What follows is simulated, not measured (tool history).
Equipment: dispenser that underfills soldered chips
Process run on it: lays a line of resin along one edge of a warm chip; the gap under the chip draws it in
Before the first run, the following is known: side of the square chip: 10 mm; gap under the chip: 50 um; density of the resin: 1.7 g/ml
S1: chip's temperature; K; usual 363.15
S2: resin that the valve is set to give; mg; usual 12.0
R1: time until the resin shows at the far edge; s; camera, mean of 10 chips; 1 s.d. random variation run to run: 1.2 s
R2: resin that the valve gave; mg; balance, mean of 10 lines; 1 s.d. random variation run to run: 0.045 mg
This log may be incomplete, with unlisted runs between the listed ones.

| run | day | S1 | S2 | R1 | R2 |
|---|---|---|---|---|---|
| 1 | 0.000 | 363.15 | 12.0 | 201.3 | 11.90 |
| 2 | 0.142 | 363.15 | 12.0 | 130.8 | 11.91 |
| 3 | 0.317 | 357.15 | 12.0 | 206.7 | 11.89 |
| 4 | 0.471 | 357.15 | 12.0 | 246.5 | 11.88 |
| 5 | 0.650 | 363.15 | 12.2 | 135.4 | 12.08 |
| 6 | 0.742 | 363.15 | 12.2 | 149.8 | 12.06 |
| 7 | 0.879 | 363.15 | 12.0 | 180.1 | 11.81 |
| 8 | 1.075 | 363.15 | 12.0 | 125.5 | 11.82 |
| 9 | 1.221 | 363.15 | 13.7 | 147.3 | 13.49 |
| 10 | 1.342 | 363.15 | 12.0 | 175.4 | 11.88 |
| 11 | 1.525 | 363.15 | 13.3 | 121.1 | 13.07 |
| 12 | 1.688 | 359.15 | 12.0 | 178.8 | 11.84 |
| 13 | 1.867 | 359.15 | 12.0 | 221.2 | 11.73 |
| 14 | 2.054 | 359.15 | 12.0 | 154.6 | 11.80 |
| 15 | 2.183 | 359.15 | 12.0 | 179.0 | 11.68 |
| 16 | 2.283 | 359.15 | 12.0 | 208.5 | 11.76 |
| 17 | 2.504 | 359.15 | 12.0 | 149.6 | 11.75 |
| 18 | 2.650 | 359.15 | 12.0 | 178.9 | 11.79 |
| 19 | 2.817 | 348.15 | 14.4 | 327.1 | 14.16 |
| 20 | 3.000 | 348.15 | 14.4 | 235.6 | 13.95 |
| 21 | 3.167 | 348.15 | 14.4 | 286.5 | 14.10 |
| 22 | 3.312 | 348.15 | 14.4 | 350.0 | 14.07 |
| 23 | 3.454 | 348.15 | 14.4 | 223.6 | 13.95 |
| 24 | 3.608 | 376.15 | 12.1 | 98.8 | 11.72 |
| 25 | 3.808 | 362.15 | 12.8 | 207.1 | 12.44 |
| 26 | 3.975 | 362.15 | 12.8 | 138.7 | 12.42 |
| 27 | 4.154 | 374.15 | 10.3 | 119.9 | 9.95 |
| 28 | 4.371 | 374.15 | 10.3 | 88.0 | 9.96 |
| 29 | 4.538 | 372.15 | 10.9 | 108.3 | 10.84 |
| 30 | 4.638 | 372.15 | 11.1 | 121.3 | 11.00 |
| 31 | 4.771 | 370.15 | 12.6 | 149.0 | 12.50 |
| 32 | 4.900 | 367.15 | 11.6 | 109.7 | 11.58 |
| 33 | 5.042 | 367.15 | 11.6 | 129.3 | 11.48 |
| 34 | 5.183 | 367.15 | 11.6 | 158.0 | 11.44 |
| 35 | 5.342 | 377.15 | 11.2 | 75.0 | 11.09 |
| 36 | 5.467 | 349.15 | 11.2 | 239.1 | 11.12 |

Between the runs listed above, the log contained 13 entries, not reproduced here. Where in the sequence does each belong, and how does what the log doesn't record of the tool's condition differ from the listed run before to the listed run after?
Runs 1 to 2: new syringe of resin (day 0.029)
  resin's viscosity, % of fresh resin's: 174.1 -> 113.8; dose that the valve gives, % of what is set: 99.37 -> 99.29; true chip temperature over the reading, C: -0.41 -> -0.43
  measured result minus the result with no hidden state, R1: +87.5 -> +17.9 s; R2: -0.07 -> -0.08 mg
Runs 4 to 5: new syringe of resin (day 0.512)
  resin's viscosity, % of fresh resin's: 171.8 -> 117; dose that the valve gives, % of what is set: 99.1 -> 98.99; true chip temperature over the reading, C: -0.47 -> -0.49
  measured result minus the result with no hidden state, R1: +105.8 -> +21.9 s; R2: -0.11 -> -0.12 mg
Runs 7 to 8: new syringe of resin (day 1.000)
  resin's viscosity, % of fresh resin's: 155.9 -> 108.7; dose that the valve gives, % of what is set: 98.84 -> 98.72; true chip temperature over the reading, C: -0.52 -> -0.55
  measured result minus the result with no hidden state, R1: +67.4 -> +12.6 s; R2: -0.14 -> -0.15 mg
Runs 10 to 11: new syringe of resin (day 1.471)
  resin's viscosity, % of fresh resin's: 152.3 -> 108.9; dose that the valve gives, % of what is set: 98.55 -> 98.45; true chip temperature over the reading, C: -0.58 -> -0.6
  measured result minus the result with no hidden state, R1: +63.0 -> +12.6 s; R2: -0.18 -> -0.20 mg
Runs 13 to 14: new syringe of resin (day 1.946)
  resin's viscosity, % of fresh resin's: 167 -> 114.8; dose that the valve gives, % of what is set: 98.24 -> 98.13; true chip temperature over the reading, C: -0.65 -> -0.68
  measured result minus the result with no hidden state, R1: +92.7 -> +24.0 s; R2: -0.21 -> -0.23 mg
Runs 16 to 17: new syringe of resin (day 2.421)
  resin's viscosity, % of fresh resin's: 153.2 -> 110.3; dose that the valve gives, % of what is set: 97.97 -> 97.86; true chip temperature over the reading, C: -0.71 -> -0.73
  measured result minus the result with no hidden state, R1: +76.7 -> +18.3 s; R2: -0.24 -> -0.26 mg
Runs 19 to 20: new syringe of resin (day 2.896)
  resin's viscosity, % of fresh resin's: 163.4 -> 114.4; dose that the valve gives, % of what is set: 97.67 -> 97.56; true chip temperature over the reading, C: -0.77 -> -0.79
  measured result minus the result with no hidden state, R1: +133.2 -> +36.6 s; R2: -0.33 -> -0.35 mg
Runs 22 to 23: new syringe of resin (day 3.367)
  resin's viscosity, % of fresh resin's: 170.1 -> 110; dose that the valve gives, % of what is set: 97.37 -> 97.3; true chip temperature over the reading, C: -0.84 -> -0.85
  measured result minus the result with no hidden state, R1: +151.4 -> +27.8 s; R2: -0.38 -> -0.39 mg
Runs 25 to 26: new syringe of resin (day 3.850)
  resin's viscosity, % of fresh resin's: 172.1 -> 114.9; dose that the valve gives, % of what is set: 97.07 -> 96.98; true chip temperature over the reading, C: -0.9 -> -0.92
  measured result minus the result with no hidden state, R1: +91.2 -> +22.6 s; R2: -0.37 -> -0.39 mg
Runs 27 to 28: new syringe of resin (day 4.338)
  resin's viscosity, % of fresh resin's: 143.6 -> 105.3; dose that the valve gives, % of what is set: 96.87 -> 96.75; true chip temperature over the reading, C: -0.95 -> -0.97
  measured result minus the result with no hidden state, R1: +40.3 -> +8.3 s; R2: -0.32 -> -0.34 mg
Runs 28 to 29: dispensing valve cleaned and set on the balance (day 4.475)
  resin's viscosity, % of fresh resin's: 105.3 -> 123.7; dose that the valve gives, % of what is set: 96.75 -> 99.66; true chip temperature over the reading, C: -0.97 -> -0.99
  measured result minus the result with no hidden state, R1: +8.3 -> +23.8 s; R2: -0.34 -> -0.04 mg
Runs 31 to 32: new syringe of resin (day 4.850)
  resin's viscosity, % of fresh resin's: 166 -> 106.4; dose that the valve gives, % of what is set: 99.52 -> 99.45; true chip temperature over the reading, C: -1.02 -> -1.03
  measured result minus the result with no hidden state, R1: +62.6 -> +10.5 s; R2: -0.06 -> -0.06 mg
Runs 34 to 35: new syringe of resin (day 5.325)
  resin's viscosity, % of fresh resin's: 152.1 -> 100.5; dose that the valve gives, % of what is set: 99.27 -> 99.19; true chip temperature over the reading, C: -1.07 -> -1.09
  measured result minus the result with no hidden state, R1: +58.2 -> +3.3 s; R2: -0.08 -> -0.09 mg

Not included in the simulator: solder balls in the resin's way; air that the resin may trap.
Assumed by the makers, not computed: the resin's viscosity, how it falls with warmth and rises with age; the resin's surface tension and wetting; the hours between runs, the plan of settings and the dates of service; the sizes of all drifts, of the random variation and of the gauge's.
